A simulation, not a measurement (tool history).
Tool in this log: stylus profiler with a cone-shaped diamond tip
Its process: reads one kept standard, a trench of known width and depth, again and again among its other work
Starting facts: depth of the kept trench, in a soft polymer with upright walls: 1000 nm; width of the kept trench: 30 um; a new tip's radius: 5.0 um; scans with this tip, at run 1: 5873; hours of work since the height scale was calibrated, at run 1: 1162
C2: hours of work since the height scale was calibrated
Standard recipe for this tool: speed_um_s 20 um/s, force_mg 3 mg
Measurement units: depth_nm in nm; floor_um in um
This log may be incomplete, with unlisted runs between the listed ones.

run 1 day=0 | speed_um_s=20 force_mg=3 | scans_with_this_tip=5873 C2=1162 | depth_nm=1009.75 floor_um=23.27
run 2 day=4.454 | speed_um_s=20 force_mg=3 | scans_with_this_tip=6300 C2=1246 | depth_nm=1009.5 floor_um=23.22
run 3 day=8.008 | speed_um_s=20 force_mg=3 | scans_with_this_tip=6641 C2=1314 | depth_nm=1008.84 floor_um=23.17
run 4 day=11.533 | speed_um_s=7 force_mg=3 | scans_with_this_tip=6978 C2=1381 | depth_nm=1009.05 floor_um=23.12
run 5 day=13.917 | speed_um_s=20 force_mg=1.21 | scans_with_this_tip=7207 C2=1426 | depth_nm=1002.08 floor_um=23.07
run 6 day=17.654 | speed_um_s=7 force_mg=3 | scans_with_this_tip=7565 C2=1497 | depth_nm=1008.31 floor_um=23.08
run 7 day=20.721 | speed_um_s=7 force_mg=3 | scans_with_this_tip=7858 C2=1555 | depth_nm=1008.27 floor_um=23.04
run 8 day=24.408 | speed_um_s=6 force_mg=3 | scans_with_this_tip=8212 C2=1625 | depth_nm=1008.12 floor_um=22.98
run 9 day=27.788 | speed_um_s=20 force_mg=7.87 | scans_with_this_tip=8536 C2=1689 | depth_nm=1020.81 floor_um=23.01
run 10 day=31.612 | speed_um_s=8 force_mg=7.87 | scans_with_this_tip=8902 C2=1761 | depth_nm=1020.07 floor_um=22.98
run 11 day=35.792 | speed_um_s=20 force_mg=2.89 | scans_with_this_tip=9303 C2=1841 | depth_nm=1006.6 floor_um=22.85
run 12 day=39.65 | speed_um_s=20 force_mg=2.89 | scans_with_this_tip=9672 C2=1914 | depth_nm=1006.25 floor_um=22.78
run 13 day=44.333 | speed_um_s=20 force_mg=2.89 | scans_with_this_tip=10121 C2=2002 | depth_nm=1005.73 floor_um=22.76
-- day=45.775 height scale calibrated on a step standard
run 14 day=46.525 | speed_um_s=20 force_mg=5.35 | scans_with_this_tip=10330 C2=14 | depth_nm=1012.1 floor_um=22.78
run 15 day=48.467 | speed_um_s=20 force_mg=5.35 | scans_with_this_tip=10515 C2=51 | depth_nm=1011.76 floor_um=22.76
run 16 day=51.262 | speed_um_s=13 force_mg=3 | scans_with_this_tip=10783 C2=104 | depth_nm=1004.69 floor_um=22.7
run 17 day=53.5 | speed_um_s=20 force_mg=2.26 | scans_with_this_tip=10998 C2=146 | depth_nm=1001.79 floor_um=22.64
run 18 day=55.638 | speed_um_s=20 force_mg=2.26 | scans_with_this_tip=11202 C2=187 | depth_nm=1001.85 floor_um=22.68
run 19 day=58.062 | speed_um_s=20 force_mg=2.26 | scans_with_this_tip=11435 C2=233 | depth_nm=1001.76 floor_um=22.61
run 20 day=62.433 | speed_um_s=20 force_mg=2.26 | scans_with_this_tip=11854 C2=316 | depth_nm=1001.09 floor_um=22.62
run 21 day=66.979 | speed_um_s=42 force_mg=3 | scans_with_this_tip=12289 C2=402 | depth_nm=1003.34 floor_um=22.52
-- day=69.862 height scale calibrated on a step standard, once more
run 22 day=70.788 | speed_um_s=42 force_mg=3 | scans_with_this_tip=12652 C2=18 | depth_nm=1014.14 floor_um=22.42
run 23 day=74.571 | speed_um_s=42 force_mg=3 | scans_with_this_tip=13015 C2=89 | depth_nm=1013.95 floor_um=22.45
run 24 day=78.908 | speed_um_s=42 force_mg=3 | scans_with_this_tip=13431 C2=172 | depth_nm=1013.48 floor_um=22.42
run 25 day=81.912 | speed_um_s=10 force_mg=5.89 | scans_with_this_tip=13718 C2=228 | depth_nm=1021.54 floor_um=22.44
run 26 day=84.175 | speed_um_s=10 force_mg=1.38 | scans_with_this_tip=13935 C2=271 | depth_nm=1007.42 floor_um=22.44
run 27 day=86.721 | speed_um_s=7 force_mg=2.43 | scans_with_this_tip=14179 C2=320 | depth_nm=1010.98 floor_um=22.38
run 28 day=89.8 | speed_um_s=15 force_mg=3.81 | scans_with_this_tip=14474 C2=378 | depth_nm=1015.44 floor_um=22.33
run 29 day=92.962 | speed_um_s=15 force_mg=3.81 | scans_with_this_tip=14777 C2=438 | depth_nm=1015.36 floor_um=22.29
run 30 day=95.3 | speed_um_s=15 force_mg=3.81 | scans_with_this_tip=15001 C2=482 | depth_nm=1014.86 floor_um=22.28
run 31 day=97.592 | speed_um_s=15 force_mg=3.81 | scans_with_this_tip=15221 C2=526 | depth_nm=1015.19 floor_um=22.25
run 32 day=101.117 | speed_um_s=6 force_mg=2.34 | scans_with_this_tip=15558 C2=593 | depth_nm=1009.78 floor_um=22.2
run 33 day=104.412 | speed_um_s=6 force_mg=2.34 | scans_with_this_tip=15874 C2=655 | depth_nm=1009.27 floor_um=22.26
run 34 day=106.783 | speed_um_s=6 force_mg=1.19 | scans_with_this_tip=16102 C2=700 | depth_nm=1005.13 floor_um=22.21
run 35 day=110.588 | speed_um_s=11 force_mg=4.5 | scans_with_this_tip=16466 C2=772 | depth_nm=1015.48 floor_um=22.16
run 36 day=112.817 | speed_um_s=25 force_mg=2.02 | scans_with_this_tip=16680 C2=814 | depth_nm=1007.81 floor_um=22.13
run 37 day=117.171 | speed_um_s=20 force_mg=2.56 | scans_with_this_tip=17097 C2=897 | depth_nm=1009.21 floor_um=22.07
run 38 day=121.838 | speed_um_s=78 force_mg=1.62 | scans_with_this_tip=17544 C2=985 | depth_nm=1005.31 floor_um=21.88
run 39 day=124.658 | speed_um_s=77 force_mg=8.98 | scans_with_this_tip=17814 C2=1039 | depth_nm=1025.62 floor_um=21.98
run 40 day=128.679 | speed_um_s=66 force_mg=8.98 | scans_with_this_tip=18200 C2=1115 | depth_nm=1025.19 floor_um=21.98
run 41 day=132.283 | speed_um_s=66 force_mg=8.98 | scans_with_this_tip=18545 C2=1183 | depth_nm=1024.83 floor_um=21.87
run 42 day=136.446 | speed_um_s=66 force_mg=8.98 | scans_with_this_tip=18944 C2=1262 | depth_nm=1024.51 floor_um=21.86
run 43 day=139.033 | speed_um_s=13 force_mg=2.04 | scans_with_this_tip=19192 C2=1311 | depth_nm=1005.21 floor_um=21.88

Run 44 has not been measured yet. What should we expect?
run 44 day=142.704 | speed_um_s=19 force_mg=3.64 | scans_with_this_tip=19544 C2=1381 | depth_nm=? floor_um=?

{"run 44": {"depth_nm": 1010.54, "floor_um": 21.89}}
With no hidden state in the tool, this same run would have given depth_nm 1016.56 nm, floor_um 24.03 um.
